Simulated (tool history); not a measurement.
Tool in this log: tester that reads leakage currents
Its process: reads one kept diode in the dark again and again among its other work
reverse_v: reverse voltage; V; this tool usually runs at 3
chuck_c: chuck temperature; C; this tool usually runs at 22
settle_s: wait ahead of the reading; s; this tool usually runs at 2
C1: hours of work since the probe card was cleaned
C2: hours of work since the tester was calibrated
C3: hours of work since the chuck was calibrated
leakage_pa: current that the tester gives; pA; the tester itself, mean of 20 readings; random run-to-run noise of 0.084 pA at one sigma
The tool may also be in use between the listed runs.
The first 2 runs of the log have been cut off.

{"run": 3, "hour": 86.5, "reverse_v": 3, "chuck_c": 22, "settle_s": 2, "C1": 833, "C2": 123, "C3": 804, "leakage_pa": 25.17}
{"run": 4, "hour": 124.1, "reverse_v": 3, "chuck_c": 22, "settle_s": 2, "C1": 850, "C2": 140, "C3": 821, "leakage_pa": 25.13}
{"run": 5, "hour": 163.5, "reverse_v": 3, "chuck_c": 22, "settle_s": 2, "C1": 868, "C2": 157, "C3": 839, "leakage_pa": 25.39}
{"run": 6, "hour": 200.6, "reverse_v": 3, "chuck_c": 22, "settle_s": 2, "C1": 884, "C2": 174, "C3": 856, "leakage_pa": 25.42}
{"run": 7, "hour": 244.2, "reverse_v": 1.59, "chuck_c": 22, "settle_s": 2, "C1": 904, "C2": 194, "C3": 876, "leakage_pa": 18.89}
{"run": 8, "hour": 273.1, "reverse_v": 17.21, "chuck_c": 22, "settle_s": 2, "C1": 917, "C2": 207, "C3": 889, "leakage_pa": 63.84}
{"run": 9, "hour": 305.2, "reverse_v": 3, "chuck_c": 22, "settle_s": 2, "C1": 932, "C2": 221, "C3": 903, "leakage_pa": 25.33}
{"run": 10, "hour": 348.5, "reverse_v": 3, "chuck_c": 22, "settle_s": 2, "C1": 951, "C2": 241, "C3": 923, "leakage_pa": 25.69}
{"run": 11, "hour": 394.1, "reverse_v": 3, "chuck_c": 22, "settle_s": 2, "C1": 972, "C2": 261, "C3": 943, "leakage_pa": 25.68}
{"run": 12, "hour": 432.4, "reverse_v": 1.23, "chuck_c": 22, "settle_s": 2, "C1": 989, "C2": 279, "C3": 960, "leakage_pa": 16.88}
{"run": 13, "hour": 473.2, "reverse_v": 1.23, "chuck_c": 22, "settle_s": 2, "C1": 1007, "C2": 297, "C3": 979, "leakage_pa": 16.94}
{"run": 14, "hour": 498.1, "reverse_v": 1.23, "chuck_c": 22, "settle_s": 2, "C1": 1018, "C2": 308, "C3": 990, "leakage_pa": 17.08}
{"run": 15, "hour": 519.0, "reverse_v": 1.23, "chuck_c": 22, "settle_s": 2, "C1": 1028, "C2": 318, "C3": 999, "leakage_pa": 16.98}
{"run": 16, "hour": 551.9, "reverse_v": 1.23, "chuck_c": 22, "settle_s": 2, "C1": 1043, "C2": 332, "C3": 1014, "leakage_pa": 17.1}
{"run": 17, "hour": 571.2, "reverse_v": 5.49, "chuck_c": 22, "settle_s": 2, "C1": 1051, "C2": 341, "C3": 1023, "leakage_pa": 34.93}
{"run": 18, "hour": 598.2, "reverse_v": 5.49, "chuck_c": 22, "settle_s": 2, "C1": 1064, "C2": 353, "C3": 1035, "leakage_pa": 35.09}
{"run": 19, "hour": 633.4, "reverse_v": 5.49, "chuck_c": 33, "settle_s": 2, "C1": 1079, "C2": 369, "C3": 1051, "leakage_pa": 78.64}
{"run": 20, "hour": 680.4, "reverse_v": 5.49, "chuck_c": 33, "settle_s": 2, "C1": 1101, "C2": 390, "C3": 1072, "leakage_pa": 79.35}

Run 21 comes next. What will it give?
{"run": 21, "hour": 725.3, "reverse_v": 5.49, "chuck_c": 29, "settle_s": 1.48, "C1": 1121, "C2": 411, "C3": 1092, "leakage_pa": "?"}

leakage_pa: 58.98 pA
Without the tool's hidden state the same run would have given leakage_pa 53.07 pA.

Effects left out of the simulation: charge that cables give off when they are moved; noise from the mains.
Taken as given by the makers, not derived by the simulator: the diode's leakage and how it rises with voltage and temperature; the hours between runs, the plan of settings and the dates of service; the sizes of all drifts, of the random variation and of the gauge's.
